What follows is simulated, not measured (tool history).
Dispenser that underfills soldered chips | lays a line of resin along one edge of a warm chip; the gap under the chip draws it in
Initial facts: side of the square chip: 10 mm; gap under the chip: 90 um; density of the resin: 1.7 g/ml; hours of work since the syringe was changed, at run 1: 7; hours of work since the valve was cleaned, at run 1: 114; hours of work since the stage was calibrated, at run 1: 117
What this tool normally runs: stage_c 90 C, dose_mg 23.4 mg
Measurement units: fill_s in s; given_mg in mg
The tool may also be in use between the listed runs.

run,hour,stage_c,dose_mg,hours of work since the syringe was changed,hours of work since the valve was cleaned,hours of work since the stage was calibrated,fill_s,given_mg
1,0.0,90,23.4,7,114,117,39.5,22.56
# hour 1.0: new syringe of resin
# hour 3.3: dispensing valve cleaned and set on the balance
2,8.9,90,23.4,5,4,121,30.4,23.49
3,13.4,90,23.4,7,7,124,38.8,23.37
# hour 14.4: new syringe of resin
4,20.1,90,23.4,4,11,129,28.9,23.36
5,24.5,90,23.4,7,14,132,36.5,23.33
# hour 26.9: new syringe of resin
6,28.4,90,23.4,1,16,134,22.6,23.31
7,32.1,90,22.2,3,18,136,28.2,22.21
8,36.5,90,22.2,6,21,139,35.2,21.92
# hour 39.6: new syringe of resin
9,44.3,90,22.2,3,26,144,27.6,22.21
10,51.0,78,22.2,7,31,148,64.5,21.93
# hour 51.8: new syringe of resin
11,56.7,78,22.2,3,34,152,44.5,22.24
12,59.8,98,22.2,5,36,154,24.1,22.07
13,63.6,98,22.2,8,39,156,29.6,21.87
# hour 64.3: new syringe of resin
14,69.7,90,23.4,4,42,160,28.5,23.20
15,75.9,90,23.4,8,47,164,39.4,23.22
# hour 76.9: new syringe of resin
16,81.6,90,23.4,3,50,168,27.9,23.05
17,87.2,90,23.4,7,54,172,38.5,22.92
# hour 89.0: new syringe of resin
18,94.4,90,26.1,4,58,176,28.8,25.39
# hour 101.5: new syringe of resin
19,101.5,90,26.1,0,63,181,21.0,25.58
20,105.3,90,26.1,2,65,183,25.9,25.65
21,110.3,103,23.9,6,68,186,20.4,23.35
# hour 113.7: new syringe of resin
22,113.9,78,29.7,0,71,188,35.2,29.39
23,121.0,85,23.4,5,75,193,38.6,22.91
# hour 126.1: new syringe of resin
24,126.3,103,25.5,0,79,196,13.5,24.94
25,130.5,103,25.5,3,81,199,17.1,25.04
26,134.7,90,23.7,6,84,202,35.0,23.05
# hour 138.3: new syringe of resin
27,142.3,79,29.6,3,89,207,39.5,28.84
28,147.4,80,27.9,6,92,210,50.5,26.95
# hour 150.5: new syringe of resin
29,152.2,93,20.6,1,95,213,21.7,19.82
30,156.6,93,20.6,4,98,216,27.6,20.00
31,160.8,93,20.6,7,101,218,34.4,19.97
# hour 163.0: new syringe of resin
32,166.6,93,20.6,2,104,222,24.2,19.87
33,174.0,93,20.6,7,109,227,35.7,19.97
# hour 175.2: new syringe of resin
34,178.8,93,20.6,2,112,230,24.2,20.04
# hour 183.8: dispensing valve cleaned and set on the balance
35,184.5,102,23.5,5,0,233,21.6,23.30
# hour 188.3: new syringe of resin
36,191.5,102,23.5,2,5,237,16.1,23.34
37,197.6,97,30.3,6,9,241,26.6,30.17

Forecast each of these 3 alternatives for the next run:
# hour 200.6: new syringe of resin
A,205.6,83,25.6,3,14,246,?,?
# hour 200.6: new syringe of resin
B,205.6,105,21.7,3,14,246,?,?
# hour 200.6: new syringe of resin
C,205.6,90,27.1,3,14,246,?,?

run,fill_s,given_mg
A,36.7,25.29
B,16.6,21.49
C,27.8,26.99
Without the tool's hidden state the same runs would have given:
run,fill_s,given_mg
A,26.1,25.48
B,12.0,21.65
C,20.1,27.20

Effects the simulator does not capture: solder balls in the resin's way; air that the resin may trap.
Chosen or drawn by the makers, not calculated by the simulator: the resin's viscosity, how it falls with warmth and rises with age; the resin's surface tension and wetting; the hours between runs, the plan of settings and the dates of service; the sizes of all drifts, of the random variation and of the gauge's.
